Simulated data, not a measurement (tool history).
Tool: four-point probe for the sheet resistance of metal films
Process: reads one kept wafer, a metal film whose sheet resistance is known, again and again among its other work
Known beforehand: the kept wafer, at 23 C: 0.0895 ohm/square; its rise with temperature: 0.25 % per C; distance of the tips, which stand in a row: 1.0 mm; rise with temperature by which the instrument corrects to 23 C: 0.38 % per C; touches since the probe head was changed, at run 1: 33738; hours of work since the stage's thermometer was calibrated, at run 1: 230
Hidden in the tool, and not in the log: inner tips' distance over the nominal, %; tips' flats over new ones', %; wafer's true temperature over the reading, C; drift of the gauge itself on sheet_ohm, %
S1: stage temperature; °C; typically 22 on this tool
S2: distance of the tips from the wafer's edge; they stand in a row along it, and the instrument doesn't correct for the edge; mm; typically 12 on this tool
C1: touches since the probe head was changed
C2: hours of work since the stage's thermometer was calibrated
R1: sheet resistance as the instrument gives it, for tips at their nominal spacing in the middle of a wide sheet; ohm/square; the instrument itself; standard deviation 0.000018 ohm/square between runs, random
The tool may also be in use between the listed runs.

run,hour,S1,S2,C1,C2,R1
1,0,22,12,33738,230,0.089878
2,14.5,32,12,34294,238,0.088827
3,25.6,32,12,34716,244,0.088804
4,39.2,32,12,35233,251,0.088781
5,49.9,32,12,35642,257,0.08879
6,60.9,32,12,36064,263,0.088773
7,72.7,26,12,36514,270,0.089418
8,80.2,26,12,36801,274,0.089415
9,89,26,12,37134,278,0.089436
10,98.2,21,3,37487,283,0.09466
11,107.8,21,35,37852,289,0.089629
12,120.8,25,10,38350,296,0.089675
13,128.7,26,4,38652,300,0.09197
14,142.7,23,5,39186,308,0.091266
15,150.9,31,8,39499,312,0.089285
16,163.6,22,14,39981,319,0.089721
17,174.4,22,14,40396,325,0.089731

Branching from run 17: 3 alternative next runs. What would each branch give?
A,183.9,24,5,40756,330,?
B,183.9,31,32,40756,330,?
C,183.9,30,15,40756,330,?

run,R1
A,0.091142
B,0.0886
C,0.088867
With no hidden state in the tool, these same runs would have given:
run,R1
A,0.091278
B,0.088734
C,0.089001

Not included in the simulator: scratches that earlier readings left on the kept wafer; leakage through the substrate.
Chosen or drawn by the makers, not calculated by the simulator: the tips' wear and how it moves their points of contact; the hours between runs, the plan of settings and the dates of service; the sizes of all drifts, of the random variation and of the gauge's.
